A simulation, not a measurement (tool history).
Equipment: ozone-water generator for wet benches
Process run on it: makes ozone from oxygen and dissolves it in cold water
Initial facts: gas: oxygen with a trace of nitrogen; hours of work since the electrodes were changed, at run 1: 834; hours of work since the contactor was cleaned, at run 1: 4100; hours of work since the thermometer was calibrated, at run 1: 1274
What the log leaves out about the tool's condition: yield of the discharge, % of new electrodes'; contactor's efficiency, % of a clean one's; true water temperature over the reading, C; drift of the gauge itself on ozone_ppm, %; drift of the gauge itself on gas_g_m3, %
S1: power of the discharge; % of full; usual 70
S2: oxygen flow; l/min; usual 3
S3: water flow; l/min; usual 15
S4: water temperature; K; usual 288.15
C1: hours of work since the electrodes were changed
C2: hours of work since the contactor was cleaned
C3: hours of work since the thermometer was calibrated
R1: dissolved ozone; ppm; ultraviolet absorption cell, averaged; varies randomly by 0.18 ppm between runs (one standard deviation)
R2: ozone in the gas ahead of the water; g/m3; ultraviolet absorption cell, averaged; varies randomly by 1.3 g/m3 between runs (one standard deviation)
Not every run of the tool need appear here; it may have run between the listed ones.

Run 1, hour 0: usual settings; C1 834; C2 4100; C3 1274. Result: R1 23.8 ppm, R2 239.5 g/m3.
Run 2, hour 64.7: usual settings; C1 894; C2 4160; C3 1335. Result: R1 23.8 ppm, R2 238.7 g/m3.
Run 3, hour 184.8: usual settings; C1 1006; C2 4273; C3 1447. Result: R1 23.2 ppm, R2 240.6 g/m3.
Run 4, hour 294.2: usual settings; C1 1109; C2 4375; C3 1550. Result: R1 23.4 ppm, R2 240.6 g/m3.
Run 5, hour 424.5: usual settings; C1 1231; C2 4497; C3 1671. Result: R1 23.5 ppm, R2 237.7 g/m3.
Run 6, hour 548.1: usual settings; C1 1346; C2 4612; C3 1787. Result: R1 23.4 ppm, R2 239.4 g/m3.
Run 7, hour 649: usual settings; C1 1440; C2 4707; C3 1881. Result: R1 23.4 ppm, R2 238.2 g/m3.
Run 8, hour 733.4: usual settings but S1 89 % of full, S3 16 l/min; C1 1519; C2 4786; C3 1960. Result: R1 26.4 ppm, R2 281.1 g/m3.
Run 9, hour 832.1: usual settings but S4 289.15 K; C1 1612; C2 4878; C3 2052. Result: R1 23.3 ppm, R2 237.7 g/m3.

Estimate the outcome of run 10 from the log above:
Run 10, hour 917.9: usual settings but S4 289.15 K; C1 1692; C2 4958; C3 2133. Result: R1 ?, R2 ?.

R1: 22.8 ppm
R2: 238 g/m3
If the tool had no hidden condition, the same run with the same run-to-run variation would have returned R1 24.4 ppm, R2 242 g/m3.

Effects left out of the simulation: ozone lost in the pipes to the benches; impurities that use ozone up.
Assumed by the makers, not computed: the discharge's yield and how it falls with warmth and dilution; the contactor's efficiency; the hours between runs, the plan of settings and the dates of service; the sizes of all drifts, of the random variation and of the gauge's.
